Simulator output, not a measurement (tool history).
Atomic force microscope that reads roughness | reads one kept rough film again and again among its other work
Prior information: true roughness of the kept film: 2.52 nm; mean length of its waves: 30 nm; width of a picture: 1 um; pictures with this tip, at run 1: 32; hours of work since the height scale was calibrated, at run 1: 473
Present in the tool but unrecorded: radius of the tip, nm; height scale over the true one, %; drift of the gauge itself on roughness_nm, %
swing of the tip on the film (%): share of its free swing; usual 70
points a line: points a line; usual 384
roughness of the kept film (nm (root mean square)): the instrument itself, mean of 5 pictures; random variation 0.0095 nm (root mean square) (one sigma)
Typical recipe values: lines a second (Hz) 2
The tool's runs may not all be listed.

| run | hour | lines a second (Hz) | swing of the tip on the film (%) | points a line | pictures with this tip | hours of work since the height scale was calibrated | roughness of the kept film (nm (root mean square)) |
|---|---|---|---|---|---|---|---|
| 1 | 0 | 2 | 70 | 384 | 32 | 473 | 2.105 |
| 2 | 36.6 | 2 | 70 | 384 | 78 | 502 | 2.056 |
| 3 | 65.8 | 2 | 70 | 384 | 114 | 525 | 2.008 |
| 4 | 95.2 | 2.61 | 70 | 384 | 152 | 549 | 1.931 |
| 5 | 128 | 2.61 | 70 | 384 | 193 | 575 | 1.906 |
|  | 136.8 | new tip fitted |
| 6 | 166.2 | 2.61 | 70 | 501 | 37 | 605 | 2.086 |
| 7 | 190.8 | 2.61 | 70 | 501 | 68 | 624 | 2.034 |
| 8 | 208.1 | 2 | 70 | 384 | 90 | 638 | 2.039 |
| 9 | 238.5 | 2 | 70 | 384 | 129 | 662 | 1.981 |
| 10 | 272.8 | 2 | 70 | 384 | 172 | 689 | 1.96 |
|  | 298.5 | new tip fitted |
| 11 | 311.2 | 2 | 70 | 384 | 16 | 719 | 2.12 |
| 12 | 339.6 | 2 | 70 | 742 | 52 | 742 | 2.088 |
| 13 | 376.4 | 2 | 70 | 742 | 99 | 771 | 2.048 |
| 14 | 394.5 | 2 | 70 | 742 | 121 | 785 | 2.035 |
| 15 | 417.3 | 2 | 70 | 742 | 150 | 803 | 1.986 |
| 16 | 440 | 2.37 | 70 | 475 | 179 | 821 | 1.935 |
|  | 458.2 | new tip fitted |
| 17 | 474.9 | 1.39 | 70 | 384 | 21 | 848 | 2.152 |
| 18 | 507.7 | 1.46 | 82 | 971 | 62 | 874 | 2.052 |
| 19 | 533.9 | 2 | 75 | 384 | 95 | 895 | 2.007 |
| 20 | 576.1 | 1.5 | 70 | 384 | 148 | 929 | 1.994 |
| 21 | 598.5 | 0.72 | 82 | 283 | 177 | 946 | 1.953 |
|  | 619.6 | new tip fitted |
| 22 | 638.6 | 0.71 | 82 | 283 | 24 | 978 | 2.112 |
| 23 | 668 | 0.71 | 56 | 283 | 61 | 1001 | 2.126 |
| 24 | 691.6 | 0.64 | 56 | 301 | 90 | 1020 | 2.113 |

Alternative continuations, all from the tool just after run 24; predict every row:
| A | 717 | 0.64 | 77 | 846 | 122 | 1040 | ? |
| B | 717 | 3.55 | 70 | 290 | 122 | 1040 | ? |
| C | 717 | 3.22 | 70 | 316 | 122 | 1040 | ? |

| run | roughness of the kept film (nm (root mean square)) |
|---|---|
| A | 2.075 |
| B | 1.925 |
| C | 1.957 |
Stripped of hidden state, with their random variation kept, the same runs would have yielded:
| run | roughness of the kept film (nm (root mean square)) |
|---|---|
| A | 2.233 |
| B | 2.072 |
| C | 2.106 |
